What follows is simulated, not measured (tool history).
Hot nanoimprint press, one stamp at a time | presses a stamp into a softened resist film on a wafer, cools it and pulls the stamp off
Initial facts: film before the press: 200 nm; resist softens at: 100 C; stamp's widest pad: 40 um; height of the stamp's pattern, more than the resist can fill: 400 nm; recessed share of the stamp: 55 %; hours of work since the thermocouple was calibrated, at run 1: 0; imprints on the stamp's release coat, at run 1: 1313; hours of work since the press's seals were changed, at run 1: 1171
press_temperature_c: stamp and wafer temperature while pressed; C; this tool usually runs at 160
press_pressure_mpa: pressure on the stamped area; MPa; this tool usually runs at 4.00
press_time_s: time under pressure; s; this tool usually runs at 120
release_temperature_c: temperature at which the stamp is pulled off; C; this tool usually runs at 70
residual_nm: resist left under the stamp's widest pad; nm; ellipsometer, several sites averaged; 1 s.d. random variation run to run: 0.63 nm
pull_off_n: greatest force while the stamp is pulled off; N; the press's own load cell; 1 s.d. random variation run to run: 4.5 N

run   hour  press_temperature_c  press_pressure_mpa  press_time_s  release_temperature_c  hours of work since the thermocouple was calibrated  imprints on the stamp's release coat  hours of work since the press's seals were changed  residual_nm  pull_off_n
  1    0.0                  160                4.00           120                     70                                                    0                                  1313                                                1171         90.2         317
  2   61.0                  160                4.00           120                     70                                                   35                                  1568                                                1206         88.9         342
  3  121.2                  160                4.00           120                     70                                                   70                                  1819                                                1240         89.6         354
     163.0  -- stamp cleaned and given a new release coat
  4  167.0                  160                4.00           120                     70                                                   93                                    17                                                1263         89.8         213
  5  193.9                  160                4.00           120                     70                                                  108                                   130                                                1279         87.3         227
  6  245.0                  160                2.49           120                     70                                                  138                                   343                                                1308        108.4         240
     279.4  -- press's hydraulic seals changed and the load cell set to zero
  7  284.2                  160                2.49           120                     70                                                  156                                   473                                                   3        106.9         259
  8  329.7                  158                2.85           120                     68                                                  182                                   663                                                  29        108.4         276
  9  368.3                  167                4.85            71                     58                                                  204                                   824                                                  51         66.9         361
 10  402.5                  160                4.85            65                     58                                                  224                                   967                                                  71         94.7         359
 11  448.4                  160                4.85            65                     58                                                  250                                  1159                                                  97         95.1         384
 12  496.3                  160                4.85            65                     58                                                  278                                  1359                                                 125         94.0         407
 13  530.5                  149                4.85            73                     58                                                  297                                  1502                                                 145        142.6         426

3 options for the next run, each taken on its own from the tool as it stands now. Forecast them:
  A  561.4                  149                4.85           222                     58                                                  315                                  1631                                                 162            ?           ?
  B  561.4                  167                4.77           120                     70                                                  315                                  1631                                                 162            ?           ?
  C  561.4                  151                2.49           152                     70                                                  315                                  1631                                                 162            ?           ?

run  residual_nm  pull_off_n
  A        106.4         449
  B         53.3         334
  C        139.2         341
What these runs would have given with no unlogged condition in the tool:
run  residual_nm  pull_off_n
  A        116.3         296
  B         57.9         221
  C        148.3         226
